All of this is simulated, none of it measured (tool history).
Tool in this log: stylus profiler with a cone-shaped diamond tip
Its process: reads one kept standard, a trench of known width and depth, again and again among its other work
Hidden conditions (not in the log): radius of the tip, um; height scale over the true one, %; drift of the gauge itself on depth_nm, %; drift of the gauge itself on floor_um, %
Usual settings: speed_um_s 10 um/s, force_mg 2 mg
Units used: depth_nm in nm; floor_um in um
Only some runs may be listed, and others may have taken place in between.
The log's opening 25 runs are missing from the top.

run    hour  speed_um_s  force_mg  scans with this tip  hours of work since the height scale was calibrated  depth_nm  floor_um
 26   905.9          32      2.69                 8131                                                  112   1008.45     12.78
 27   941.8          32      2.69                 8349                                                  128   1008.32     12.83
 28   985.8          10      3.79                 8616                                                  146   1010.37     12.89
 29  1009.5          16         2                 8761                                                  156   1006.74      12.8
 30  1041.4           3      2.26                 8954                                                  170   1007.56     12.86
 31    1091           3         2                 9256                                                  191   1006.77     12.84
 32  1134.4           3      4.75                 9519                                                  209   1011.56     12.84
 33  1170.6           3      4.75                 9739                                                  224   1011.82     12.79
 34  1202.4           3      1.48                 9932                                                  238   1004.66      12.8
 35  1246.8           3      1.48                10202                                                  257   1004.89     12.75
 36  1280.9           3      1.66                10409                                                  271   1004.83     12.68

Forecast run 37:
 37  1319           4      2.99                10640                                                  287         ?         ?

{"run 37": {"depth_nm": 1007.97, "floor_um": 12.69}}
The same run, on a tool lacking any hidden state, would have yielded depth_nm 1009.09 nm, floor_um 13.96 um.
